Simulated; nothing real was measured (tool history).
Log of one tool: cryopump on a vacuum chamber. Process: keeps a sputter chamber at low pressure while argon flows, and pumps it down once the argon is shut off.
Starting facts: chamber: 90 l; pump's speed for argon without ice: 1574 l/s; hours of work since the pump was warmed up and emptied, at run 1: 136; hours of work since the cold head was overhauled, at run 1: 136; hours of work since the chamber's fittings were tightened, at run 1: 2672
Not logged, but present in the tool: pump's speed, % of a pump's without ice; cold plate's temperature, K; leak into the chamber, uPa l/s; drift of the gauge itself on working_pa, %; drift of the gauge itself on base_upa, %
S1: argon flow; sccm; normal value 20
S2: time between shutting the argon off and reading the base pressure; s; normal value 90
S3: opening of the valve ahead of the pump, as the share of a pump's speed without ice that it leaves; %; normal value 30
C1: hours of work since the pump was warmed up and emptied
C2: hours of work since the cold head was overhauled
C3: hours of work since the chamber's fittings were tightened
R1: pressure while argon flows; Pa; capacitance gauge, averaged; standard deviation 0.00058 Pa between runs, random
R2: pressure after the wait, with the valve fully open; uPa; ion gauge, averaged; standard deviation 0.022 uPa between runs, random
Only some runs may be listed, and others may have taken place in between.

| run | hour | S1 | S2 | S3 | C1 | C2 | C3 | R1 | R2 |
|---|---|---|---|---|---|---|---|---|---|
| 1 | 0 | 20 | 90 | 30 | 136 | 136 | 2672 | 0.0727 | 2.19 |
| 2 | 61.3 | 20 | 71 | 30 | 166 | 166 | 2702 | 0.073 | 2.39 |
| 3 | 129.4 | 20 | 155 | 30 | 198 | 198 | 2734 | 0.0741 | 2.12 |
| 4 | 193.1 | 20 | 155 | 30 | 229 | 229 | 2765 | 0.073 | 2.17 |
|  | 239.9 | leaking fittings of the chamber tightened, without venting |
| 5 | 250.6 | 20 | 155 | 30 | 255 | 255 | 5 | 0.0744 | 0.5 |
| 6 | 305.1 | 20 | 155 | 30 | 282 | 282 | 31 | 0.0746 | 0.55 |
| 7 | 353.5 | 20 | 90 | 30 | 305 | 305 | 54 | 0.0744 | 0.76 |
| 8 | 428.9 | 20 | 90 | 30 | 341 | 341 | 91 | 0.0741 | 0.77 |
| 9 | 480.2 | 20 | 90 | 20 | 366 | 366 | 115 | 0.1117 | 0.81 |
| 10 | 521 | 20 | 90 | 20 | 385 | 385 | 135 | 0.1103 | 0.82 |
| 11 | 580.7 | 20 | 90 | 20 | 414 | 414 | 163 | 0.1122 | 0.84 |
| 12 | 655.8 | 30 | 90 | 30 | 450 | 450 | 199 | 0.1146 | 0.83 |
| 13 | 737.5 | 20 | 90 | 28 | 489 | 489 | 239 | 0.0823 | 0.85 |
| 14 | 818.8 | 30 | 90 | 40 | 528 | 528 | 278 | 0.0881 | 0.96 |
| 15 | 863.4 | 28 | 90 | 37 | 549 | 549 | 299 | 0.0891 | 0.97 |
| 16 | 941.3 | 28 | 90 | 37 | 587 | 587 | 336 | 0.0894 | 0.97 |
| 17 | 991.2 | 28 | 90 | 37 | 611 | 611 | 360 | 0.0904 | 1.04 |
| 18 | 1036.6 | 23 | 90 | 25 | 632 | 632 | 382 | 0.1072 | 1.05 |
| 19 | 1114.6 | 23 | 226 | 21 | 670 | 670 | 419 | 0.1263 | 0.76 |
| 20 | 1159 | 23 | 226 | 21 | 691 | 691 | 441 | 0.1255 | 0.83 |
| 21 | 1193.3 | 23 | 47 | 21 | 707 | 707 | 457 | 0.1269 | 1.49 |
| 22 | 1231.5 | 15 | 187 | 30 | 726 | 726 | 475 | 0.059 | 0.92 |
| 23 | 1286.4 | 32 | 64 | 30 | 752 | 752 | 502 | 0.1274 | 1.36 |

The same runs without the tool's hidden state, with the same run-to-run variation:
| run | R1 | R2 |
|---|---|---|
| 1 | 0.0715 | 0.65 |
| 2 | 0.0715 | 0.79 |
| 3 | 0.0724 | 0.46 |
| 4 | 0.071 | 0.47 |
| 5 | 0.0721 | 0.44 |
| 6 | 0.0721 | 0.48 |
| 7 | 0.0716 | 0.67 |
| 8 | 0.0711 | 0.65 |
| 9 | 0.1083 | 0.67 |
| 10 | 0.1067 | 0.66 |
| 11 | 0.1083 | 0.66 |
| 12 | 0.1081 | 0.63 |
| 13 | 0.0775 | 0.61 |
| 14 | 0.0803 | 0.68 |
| 15 | 0.0815 | 0.66 |
| 16 | 0.0811 | 0.64 |
| 17 | 0.0816 | 0.68 |
| 18 | 0.0996 | 0.67 |
| 19 | 0.1181 | 0.36 |
| 20 | 0.117 | 0.39 |
| 21 | 0.1182 | 1.04 |
| 22 | 0.0531 | 0.44 |
| 23 | 0.1142 | 0.86 |
